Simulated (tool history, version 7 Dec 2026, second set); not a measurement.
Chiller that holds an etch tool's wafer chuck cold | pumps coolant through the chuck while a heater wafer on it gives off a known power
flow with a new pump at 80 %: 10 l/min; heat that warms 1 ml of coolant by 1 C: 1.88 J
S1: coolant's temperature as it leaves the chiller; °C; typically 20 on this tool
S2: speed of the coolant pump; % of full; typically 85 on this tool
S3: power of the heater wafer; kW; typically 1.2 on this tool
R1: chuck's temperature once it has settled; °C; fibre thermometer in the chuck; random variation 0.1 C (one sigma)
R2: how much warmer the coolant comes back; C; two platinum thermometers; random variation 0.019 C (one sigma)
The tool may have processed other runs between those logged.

run 1 hour=0 | S1=20 S2=85 S3=1.2 | R1=28.6 R2=3.61
run 2 hour=109.9 | S1=20 S2=85 S3=1.2 | R1=28.8 R2=3.6
run 3 hour=173 | S1=20 S2=85 S3=1.2 | R1=28.6 R2=3.62
run 4 hour=224 | S1=23 S2=85 S3=1.2 | R1=31.6 R2=3.6
run 5 hour=333.8 | S1=23 S2=85 S3=1.2 | R1=31.8 R2=3.64
run 6 hour=388.5 | S1=23 S2=85 S3=1.2 | R1=31.8 R2=3.66
run 7 hour=465.9 | S1=20 S2=85 S3=1.283 | R1=29.5 R2=3.87
run 8 hour=514.5 | S1=20 S2=70 S3=1.283 | R1=31 R2=4.72
run 9 hour=627.6 | S1=16 S2=85 S3=1.2 | R1=25 R2=3.63
run 10 hour=701 | S1=21 S2=83 S3=0.636 | R1=25.8 R2=1.99
run 11 hour=800.8 | S1=16 S2=83 S3=0.636 | R1=20.7 R2=1.98
run 12 hour=854.6 | S1=16 S2=83 S3=0.636 | R1=20.7 R2=1.99
run 13 hour=962.6 | S1=24 S2=62 S3=0.716 | R1=30.8 R2=2.96
run 14 hour=1054.4 | S1=12 S2=62 S3=0.729 | R1=19 R2=3.02
run 15 hour=1101.7 | S1=12 S2=64 S3=1.29 | R1=24.1 R2=5.22
run 16 hour=1192.4 | S1=20 S2=85 S3=0.669 | R1=25.1 R2=2.07
run 17 hour=1297.6 | S1=20 S2=85 S3=0.669 | R1=24.9 R2=2.07

Selected run-to-run steps in R1, each split into two signed amounts: the part the tool would show with no hidden state at all (from settings, incoming material and random variation), and the remainder, which goes to the hidden state together with any gauge scatter not common to the measured and the hidden-state-free results:
The tool's hidden condition here consists of: heat passed by the chuck's channels, % of clean ones'; flow at a given pump speed, % of a new pump's; coolant's true temperature over the reading, C; drift of the gauge itself on chuck_c, C; drift of the gauge itself on warmer_back_c, C.
Run 13 -> 14: S1 24 -> 12, S3 0.716 -> 0.729. R1 -11.8 °C: hidden state +0.1, all else -11.9.
Run 15 -> 16: S1 12 -> 20, S2 64 -> 85, S3 1.29 -> 0.669. R1 +1 °C: hidden state -0.8, all else +1.8.
